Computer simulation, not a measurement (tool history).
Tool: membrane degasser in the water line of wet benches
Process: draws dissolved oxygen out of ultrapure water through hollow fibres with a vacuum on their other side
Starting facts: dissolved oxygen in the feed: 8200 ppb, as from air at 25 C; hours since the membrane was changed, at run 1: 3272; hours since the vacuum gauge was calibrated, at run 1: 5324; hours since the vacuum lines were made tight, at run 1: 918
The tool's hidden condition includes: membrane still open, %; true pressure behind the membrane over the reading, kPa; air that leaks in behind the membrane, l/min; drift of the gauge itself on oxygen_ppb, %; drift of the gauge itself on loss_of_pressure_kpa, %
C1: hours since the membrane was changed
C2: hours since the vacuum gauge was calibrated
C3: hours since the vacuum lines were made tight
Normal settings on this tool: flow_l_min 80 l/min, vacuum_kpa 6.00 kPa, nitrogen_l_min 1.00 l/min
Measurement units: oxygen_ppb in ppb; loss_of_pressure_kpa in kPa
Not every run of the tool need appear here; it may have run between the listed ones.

{"run": 1, "day": 0.0, "flow_l_min": 80, "vacuum_kpa": 6.0, "nitrogen_l_min": 1.0, "C1": 3272, "C2": 5324, "C3": 918, "oxygen_ppb": 441.6, "loss_of_pressure_kpa": 29.16}
{"run": 2, "day": 5.779, "flow_l_min": 80, "vacuum_kpa": 6.0, "nitrogen_l_min": 1.0, "C1": 3411, "C2": 5463, "C3": 1057, "oxygen_ppb": 434.8, "loss_of_pressure_kpa": 28.94}
{"run": 3, "day": 10.779, "flow_l_min": 80, "vacuum_kpa": 6.0, "nitrogen_l_min": 1.0, "C1": 3531, "C2": 5583, "C3": 1177, "oxygen_ppb": 434.4, "loss_of_pressure_kpa": 29.35}
{"run": 4, "day": 16.525, "flow_l_min": 80, "vacuum_kpa": 6.0, "nitrogen_l_min": 1.14, "C1": 3669, "C2": 5721, "C3": 1315, "oxygen_ppb": 399.2, "loss_of_pressure_kpa": 29.12}
{"run": 5, "day": 20.158, "flow_l_min": 80, "vacuum_kpa": 6.0, "nitrogen_l_min": 1.14, "C1": 3756, "C2": 5808, "C3": 1402, "oxygen_ppb": 403.3, "loss_of_pressure_kpa": 29.48}
{"run": 6, "day": 26.392, "flow_l_min": 80, "vacuum_kpa": 6.0, "nitrogen_l_min": 1.0, "C1": 3906, "C2": 5958, "C3": 1552, "oxygen_ppb": 429.2, "loss_of_pressure_kpa": 29.3}
{"day": 28.042, "done": "vacuum gauge calibrated"}
{"run": 7, "day": 29.454, "flow_l_min": 80, "vacuum_kpa": 6.0, "nitrogen_l_min": 1.0, "C1": 3979, "C2": 34, "C3": 1625, "oxygen_ppb": 370.6, "loss_of_pressure_kpa": 29.51}
{"run": 8, "day": 35.042, "flow_l_min": 80, "vacuum_kpa": 6.0, "nitrogen_l_min": 1.0, "C1": 4113, "C2": 168, "C3": 1759, "oxygen_ppb": 372.4, "loss_of_pressure_kpa": 29.51}
{"run": 9, "day": 38.629, "flow_l_min": 80, "vacuum_kpa": 6.0, "nitrogen_l_min": 1.0, "C1": 4199, "C2": 254, "C3": 1845, "oxygen_ppb": 375.6, "loss_of_pressure_kpa": 29.58}
{"run": 10, "day": 43.288, "flow_l_min": 80, "vacuum_kpa": 6.0, "nitrogen_l_min": 1.0, "C1": 4311, "C2": 366, "C3": 1957, "oxygen_ppb": 377.5, "loss_of_pressure_kpa": 29.54}
{"run": 11, "day": 47.579, "flow_l_min": 80, "vacuum_kpa": 6.0, "nitrogen_l_min": 1.0, "C1": 4414, "C2": 469, "C3": 2060, "oxygen_ppb": 378.1, "loss_of_pressure_kpa": 29.18}
{"run": 12, "day": 50.7, "flow_l_min": 80, "vacuum_kpa": 7.82, "nitrogen_l_min": 1.0, "C1": 4489, "C2": 544, "C3": 2135, "oxygen_ppb": 601.6, "loss_of_pressure_kpa": 29.68}
{"run": 13, "day": 57.05, "flow_l_min": 80, "vacuum_kpa": 7.82, "nitrogen_l_min": 1.0, "C1": 4641, "C2": 696, "C3": 2287, "oxygen_ppb": 603.5, "loss_of_pressure_kpa": 29.39}
{"run": 14, "day": 61.971, "flow_l_min": 80, "vacuum_kpa": 7.82, "nitrogen_l_min": 1.0, "C1": 4759, "C2": 814, "C3": 2405, "oxygen_ppb": 612.6, "loss_of_pressure_kpa": 29.5}
{"run": 15, "day": 64.679, "flow_l_min": 80, "vacuum_kpa": 6.8, "nitrogen_l_min": 1.0, "C1": 4824, "C2": 879, "C3": 2470, "oxygen_ppb": 488.1, "loss_of_pressure_kpa": 29.36}
{"run": 16, "day": 69.4, "flow_l_min": 75, "vacuum_kpa": 6.8, "nitrogen_l_min": 1.0, "C1": 4937, "C2": 993, "C3": 2583, "oxygen_ppb": 461.2, "loss_of_pressure_kpa": 27.48}
{"run": 17, "day": 74.542, "flow_l_min": 80, "vacuum_kpa": 6.0, "nitrogen_l_min": 1.0, "C1": 5061, "C2": 1116, "C3": 2707, "oxygen_ppb": 381.2, "loss_of_pressure_kpa": 29.57}
{"run": 18, "day": 77.496, "flow_l_min": 80, "vacuum_kpa": 11.96, "nitrogen_l_min": 0.59, "C1": 5132, "C2": 1187, "C3": 2778, "oxygen_ppb": 1431.9, "loss_of_pressure_kpa": 29.64}
{"run": 19, "day": 81.438, "flow_l_min": 80, "vacuum_kpa": 11.96, "nitrogen_l_min": 0.59, "C1": 5226, "C2": 1282, "C3": 2872, "oxygen_ppb": 1449.5, "loss_of_pressure_kpa": 29.62}
{"run": 20, "day": 85.017, "flow_l_min": 80, "vacuum_kpa": 11.96, "nitrogen_l_min": 0.59, "C1": 5312, "C2": 1367, "C3": 2958, "oxygen_ppb": 1441.8, "loss_of_pressure_kpa": 29.61}
{"run": 21, "day": 89.954, "flow_l_min": 80, "vacuum_kpa": 11.96, "nitrogen_l_min": 0.59, "C1": 5431, "C2": 1486, "C3": 3077, "oxygen_ppb": 1451.1, "loss_of_pressure_kpa": 29.74}
{"run": 22, "day": 92.596, "flow_l_min": 80, "vacuum_kpa": 11.96, "nitrogen_l_min": 0.59, "C1": 5494, "C2": 1549, "C3": 3140, "oxygen_ppb": 1471.6, "loss_of_pressure_kpa": 29.73}
{"run": 23, "day": 97.308, "flow_l_min": 106, "vacuum_kpa": 13.25, "nitrogen_l_min": 2.08, "C1": 5607, "C2": 1662, "C3": 3253, "oxygen_ppb": 913.8, "loss_of_pressure_kpa": 39.15}
{"run": 24, "day": 100.579, "flow_l_min": 59, "vacuum_kpa": 6.0, "nitrogen_l_min": 1.0, "C1": 5686, "C2": 1741, "C3": 3332, "oxygen_ppb": 316.5, "loss_of_pressure_kpa": 21.73}
{"run": 25, "day": 104.938, "flow_l_min": 59, "vacuum_kpa": 6.0, "nitrogen_l_min": 1.0, "C1": 5790, "C2": 1846, "C3": 3436, "oxygen_ppb": 314.7, "loss_of_pressure_kpa": 22.25}
{"run": 26, "day": 110.229, "flow_l_min": 106, "vacuum_kpa": 6.15, "nitrogen_l_min": 0.72, "C1": 5917, "C2": 1973, "C3": 3563, "oxygen_ppb": 599.1, "loss_of_pressure_kpa": 39.61}

The next listed run, before its measurement:
{"run": 27, "day": 115.038, "flow_l_min": 74, "vacuum_kpa": 6.0, "nitrogen_l_min": 1.0, "C1": 6033, "C2": 2088, "C3": 3679, "oxygen_ppb": "?", "loss_of_pressure_kpa": "?"}

{"run 27": {"oxygen_ppb": 369.1, "loss_of_pressure_kpa": 27.68}}
The same run, on a tool lacking any hidden state, would have yielded oxygen_ppb 349.0 ppb, loss_of_pressure_kpa 26.54 kPa.
